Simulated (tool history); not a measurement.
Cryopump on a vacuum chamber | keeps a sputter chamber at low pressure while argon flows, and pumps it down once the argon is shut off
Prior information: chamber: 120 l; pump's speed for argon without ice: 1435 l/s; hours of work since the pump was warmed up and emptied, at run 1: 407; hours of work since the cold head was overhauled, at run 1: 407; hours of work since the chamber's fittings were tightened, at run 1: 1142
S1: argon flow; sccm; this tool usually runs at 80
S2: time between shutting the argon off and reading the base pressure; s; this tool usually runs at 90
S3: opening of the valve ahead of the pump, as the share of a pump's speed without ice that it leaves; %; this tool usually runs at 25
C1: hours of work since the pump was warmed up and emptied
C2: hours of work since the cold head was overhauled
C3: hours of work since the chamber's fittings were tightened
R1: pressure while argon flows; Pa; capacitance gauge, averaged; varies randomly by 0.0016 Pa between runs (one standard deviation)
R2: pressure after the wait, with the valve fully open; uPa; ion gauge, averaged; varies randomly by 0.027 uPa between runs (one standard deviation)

run,day,S1,S2,S3,C1,C2,C3,R1,R2
1,0.000,80,90,25,407,407,1142,0.3926,2.26
2,0.667,80,90,25,419,419,1154,0.3910,2.22
3,1.200,80,90,25,429,429,1164,0.3962,2.27
4,1.638,80,90,25,437,437,1172,0.3954,2.25
5,2.367,80,90,25,450,450,1185,0.3952,2.24
6,2.850,80,90,25,459,459,1194,0.3978,2.24
7,3.267,80,90,25,466,466,1201,0.3964,2.35
8,3.750,80,90,25,475,475,1210,0.3942,2.35
9,4.275,80,90,25,484,484,1219,0.3952,2.37
10,4.883,80,90,25,496,496,1231,0.3991,2.41
11,5.629,80,90,25,509,509,1244,0.3987,2.37
12,6.104,127,181,25,518,518,1253,0.6346,1.92
13,6.550,127,181,25,526,526,1261,0.6316,1.93
14,7.008,80,192,25,534,534,1269,0.4004,1.87
15,7.792,80,192,25,548,548,1283,0.4000,1.95
16,8.396,34,174,22,559,559,1294,0.1924,1.91
17,8.817,159,20,24,567,567,1302,0.8323,5.98
18,9.525,159,20,24,580,580,1315,0.8362,5.85
19,10.283,80,90,16,593,593,1328,0.6130,2.48
20,10.738,80,90,16,602,602,1337,0.6131,2.59
21,11.546,68,20,29,616,616,1351,0.2975,6.05
22,12.279,87,24,32,629,629,1364,0.3494,5.30

3 ways to go on from here, each from the tool as it stands after run 22. What would each give?
A,12.767,129,35,32,638,638,1373,?,?
B,12.767,87,24,28,638,638,1373,?,?
C,12.767,49,127,32,638,638,1373,?,?

run,R1,R2
A,0.5209,4.03
B,0.3969,5.26
C,0.1989,2.33
Without the tool's unlogged condition, the same runs would have read:
run,R1,R2
A,0.4754,2.65
B,0.3661,3.87
C,0.1816,0.95
